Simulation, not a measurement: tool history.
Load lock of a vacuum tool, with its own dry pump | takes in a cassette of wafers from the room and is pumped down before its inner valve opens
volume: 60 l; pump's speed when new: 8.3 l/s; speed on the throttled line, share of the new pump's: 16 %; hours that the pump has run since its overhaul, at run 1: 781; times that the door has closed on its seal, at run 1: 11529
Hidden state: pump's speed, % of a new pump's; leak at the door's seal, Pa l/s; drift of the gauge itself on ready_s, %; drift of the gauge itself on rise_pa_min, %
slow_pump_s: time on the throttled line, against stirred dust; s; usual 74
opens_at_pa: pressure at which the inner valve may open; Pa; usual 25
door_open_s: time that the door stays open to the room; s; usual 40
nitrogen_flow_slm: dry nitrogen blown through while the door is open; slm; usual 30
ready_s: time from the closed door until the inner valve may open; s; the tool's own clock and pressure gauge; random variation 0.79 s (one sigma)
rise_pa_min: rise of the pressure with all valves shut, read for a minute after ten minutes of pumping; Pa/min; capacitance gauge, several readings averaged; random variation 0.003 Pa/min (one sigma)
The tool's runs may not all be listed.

run	hour	slow_pump_s	opens_at_pa	door_open_s	nitrogen_flow_slm	hours that the pump has run since its overhaul	times that the door has closed on its seal	incoming humidity of the room's air, %	ready_s	rise_pa_min
1	0	74	25	40	30	781	11529	43.7	124.8	0.119
2	72.9	74	25	40	30	854	11882	45.9	124.6	0.123
3	191.5	74	25	40	30	973	12456	43.8	124	0.133
4	295.1	74	25	40	30	1076	12957	44.6	124.3	0.137
5	390.4	74	25	40	5	1171	13418	41.3	123.9	0.164
6	505.5	74	25	40	5	1287	13975	44.6	125.3	0.17
7	585.5	74	25	37	30	1367	14362	43.9	122.8	0.156
8	748.5	71	25	40	30	1530	15150	45.4	122.6	0.165
9	902.8	71	20	40	30	1684	15897	44	123.6	0.173
10	1051.5	71	20	40	30	1833	16616	44.1	124.6	0.182
11	1183	74	25	40	30	1964	17252	47.9	124.6	0.194
12	1318.2	74	25	40	30	2099	17907	46.4	124.6	0.202
13	1489.1	78	29	34	14	2270	18733	45.8	128.2	0.235
14	1564.3	78	29	34	14	2345	19097	45.7	126.6	0.234
15	1713.3	78	40	35	6	2494	19818	45.5	125.6	0.263
16	1820.4	78	40	35	6	2601	20336	45.2	124.4	0.269
17	1933.8	78	40	35	6	2715	20885	44	125.2	0.276
18	2082	78	40	35	6	2863	21602	47.6	125.6	0.29
19	2198	74	27	81	30	2979	22163	46.1	125	0.291
20	2293.4	74	27	81	30	3074	22624	41.6	125.2	0.291
21	2458.7	78	35	78	30	3240	23424	45.5	127.6	0.313
22	2609.2	136	25	78	30	3390	24152	45	178.5	0.324
23	2725.9	136	25	78	30	3507	24716	48.7	175.9	0.336

Forecast each of these 3 alternatives for the next run:
A	2891	83	25	40	30	3672	25515	48.9	?	?
B	2891	74	38	137	41	3672	25515	42.9	?	?
C	2891	117	25	78	9	3672	25515	42.6	?	?

run	ready_s	rise_pa_min
A	132.6	0.352
B	122.6	0.354
C	161.6	0.367
Without the tool's hidden state the same runs would have given:
run	ready_s	rise_pa_min
A	129.5	0.024
B	119.6	0.025
C	158.9	0.045

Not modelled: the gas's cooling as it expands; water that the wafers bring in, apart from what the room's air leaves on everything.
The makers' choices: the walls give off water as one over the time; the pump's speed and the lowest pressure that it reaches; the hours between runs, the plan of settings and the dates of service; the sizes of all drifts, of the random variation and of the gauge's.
